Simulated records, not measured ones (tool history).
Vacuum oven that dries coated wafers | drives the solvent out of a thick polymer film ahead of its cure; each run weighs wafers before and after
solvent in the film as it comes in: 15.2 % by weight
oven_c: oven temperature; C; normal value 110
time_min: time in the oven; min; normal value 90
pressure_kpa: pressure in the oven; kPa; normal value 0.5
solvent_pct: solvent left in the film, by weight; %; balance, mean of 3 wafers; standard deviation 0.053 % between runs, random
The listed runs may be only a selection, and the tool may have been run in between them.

| run | hour | oven_c | time_min | pressure_kpa | solvent_pct |
|---|---|---|---|---|---|
| 1 | 0 | 110 | 90 | 0.5 | 1.88 |
| 2 | 12 | 110 | 90 | 0.5 | 1.83 |
| 3 | 24.8 | 110 | 141 | 0.5 | 0.97 |
| 4 | 33.2 | 110 | 141 | 0.5 | 1.02 |
| 5 | 49.6 | 110 | 141 | 0.5 | 0.96 |
| 6 | 65.3 | 110 | 141 | 0.5 | 0.96 |
| 7 | 79.3 | 110 | 141 | 0.5 | 1.06 |
| 8 | 86.4 | 110 | 141 | 0.5 | 1.03 |
| 9 | 100.8 | 110 | 141 | 0.5 | 0.99 |
| 10 | 110.1 | 110 | 141 | 0.5 | 0.94 |
|  | 113.4 | oven's thermocouples calibrated |
| 11 | 125 | 111 | 94 | 1.759 | 3.16 |
| 12 | 139.5 | 112 | 155 | 0.578 | 1.01 |
|  | 143.1 | oven's thermocouples calibrated, once more |
| 13 | 158.1 | 95 | 66 | 1.055 | 6.28 |
| 14 | 165.6 | 95 | 66 | 1.055 | 6.42 |
| 15 | 178 | 95 | 48 | 0.872 | 7.3 |
| 16 | 191.5 | 111 | 65 | 0.662 | 2.82 |
| 17 | 204.7 | 111 | 65 | 0.662 | 2.83 |
| 18 | 211.6 | 117 | 54 | 0.319 | 2.3 |
| 19 | 222.3 | 120 | 126 | 0.445 | 0.6 |
| 20 | 235.3 | 120 | 126 | 0.445 | 0.56 |

Alternative continuations, all from the tool just after run 20; predict every row:
| A | 250.1 | 108 | 82 | 1.063 | ? |
| B | 250.1 | 113 | 89 | 0.5 | ? |
| C | 250.1 | 120 | 88 | 0.445 | ? |
| D | 250.1 | 123 | 49 | 0.445 | ? |
| E | 250.1 | 98 | 61 | 0.445 | ? |

| run | solvent_pct |
|---|---|
| A | 3.02 |
| B | 1.53 |
| C | 0.87 |
| D | 2.05 |
| E | 5.31 |
Take away the tool's hidden state, keep each run's random variation, and the runs would have read:
| run | solvent_pct |
|---|---|
| A | 2.94 |
| B | 1.46 |
| C | 0.8 |
| D | 2 |
| E | 5.22 |
